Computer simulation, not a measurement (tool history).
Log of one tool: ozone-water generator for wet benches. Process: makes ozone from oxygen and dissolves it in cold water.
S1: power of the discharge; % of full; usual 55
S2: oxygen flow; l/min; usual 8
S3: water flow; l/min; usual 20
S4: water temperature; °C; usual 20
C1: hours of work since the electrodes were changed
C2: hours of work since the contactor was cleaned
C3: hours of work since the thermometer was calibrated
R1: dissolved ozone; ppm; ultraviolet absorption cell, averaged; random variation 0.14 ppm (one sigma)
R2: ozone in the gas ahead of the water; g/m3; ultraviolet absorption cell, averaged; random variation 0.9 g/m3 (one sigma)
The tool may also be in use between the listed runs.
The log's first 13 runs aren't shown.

run 14 hour=799.6 | S1=55 S2=8 S3=20 S4=20 | C1=2877 C2=4886 C3=5673 | R1=14.5 R2=135.6
run 15 hour=849.9 | S1=55 S2=8 S3=28 S4=20 | C1=2923 C2=4932 C3=5719 | R1=11.4 R2=136
-- hour=871.2 water thermometer calibrated
run 16 hour=914.1 | S1=55 S2=4.58 S3=28 S4=20 | C1=2982 C2=4991 C3=39 | R1=11.9 R2=196.4
run 17 hour=976.4 | S1=55 S2=4.58 S3=28 S4=20 | C1=3039 C2=5048 C3=96 | R1=11.9 R2=196.7
run 18 hour=1015.3 | S1=55 S2=4.58 S3=28 S4=20 | C1=3074 C2=5083 C3=132 | R1=11.9 R2=196.8
run 19 hour=1065.2 | S1=55 S2=4.58 S3=28 S4=20 | C1=3120 C2=5129 C3=178 | R1=11.8 R2=195.7
run 20 hour=1119.6 | S1=62 S2=13.08 S3=26 S4=14 | C1=3170 C2=5179 C3=228 | R1=13.1 R2=107.7
run 21 hour=1185.3 | S1=62 S2=8.65 S3=26 S4=14 | C1=3230 C2=5239 C3=288 | R1=14.5 R2=141.8
run 22 hour=1221.7 | S1=55 S2=7.41 S3=20 S4=28 | C1=3264 C2=5272 C3=321 | R1=12.9 R2=143.2
run 23 hour=1299.4 | S1=64 S2=10.26 S3=20 S4=28 | C1=3335 C2=5344 C3=392 | R1=13.1 R2=127.9
run 24 hour=1347.8 | S1=41 S2=5.96 S3=20 S4=14 | C1=3379 C2=5388 C3=437 | R1=13.7 R2=130.8
run 25 hour=1403.1 | S1=95 S2=8 S3=20 S4=22 | C1=3430 C2=5439 C3=487 | R1=22 R2=206.3
run 26 hour=1472.4 | S1=60 S2=5.38 S3=21 S4=22 | C1=3493 C2=5502 C3=551 | R1=15.7 R2=186.9
run 27 hour=1532.4 | S1=50 S2=12.16 S3=18 S4=13 | C1=3548 C2=5557 C3=606 | R1=14.8 R2=94.5
run 28 hour=1569.8 | S1=50 S2=12.16 S3=18 S4=13 | C1=3582 C2=5591 C3=640 | R1=14.9 R2=92.5
run 29 hour=1609 | S1=46 S2=12.16 S3=12 S4=13 | C1=3618 C2=5627 C3=676 | R1=17.5 R2=86.7
run 30 hour=1671.4 | S1=55 S2=12.6 S3=20 S4=22 | C1=3676 C2=5684 C3=733 | R1=12.2 R2=97.3
run 31 hour=1706.5 | S1=50 S2=8 S3=26 S4=20 | C1=3708 C2=5717 C3=765 | R1=10.8 R2=124.1
run 32 hour=1773.1 | S1=85 S2=4.95 S3=26 S4=20 | C1=3769 C2=5778 C3=826 | R1=17.5 R2=255.9

5 ways to go on from here, each from the tool as it stands after run 32. What would each give?
run A hour=1809.3 | S1=85 S2=4.12 S3=26 S4=20 | C1=3802 C2=5811 C3=860 | R1=? R2=?
run B hour=1809.3 | S1=55 S2=8 S3=20 S4=24 | C1=3802 C2=5811 C3=860 | R1=? R2=?
run C hour=1809.3 | S1=41 S2=8 S3=22 S4=20 | C1=3802 C2=5811 C3=860 | R1=? R2=?
run D hour=1809.3 | S1=98 S2=8 S3=20 S4=18 | C1=3802 C2=5811 C3=860 | R1=? R2=?
run E hour=1809.3 | S1=56 S2=4.95 S3=26 S4=20 | C1=3802 C2=5811 C3=860 | R1=? R2=?

run=A R1=17.5 R2=286.9
run=B R1=13.5 R2=131.5
run=C R1=10.6 R2=106.4
run=D R1=23.4 R2=207.5
run=E R1=12.7 R2=184.3
Without the tool's hidden state the same runs would have given:
run=A R1=22.4 R2=344.2
run=B R1=16.2 R2=148.9
run=C R1=12.3 R2=115.9
run=D R1=30.4 R2=253.5
run=E R1=15.4 R2=209.2
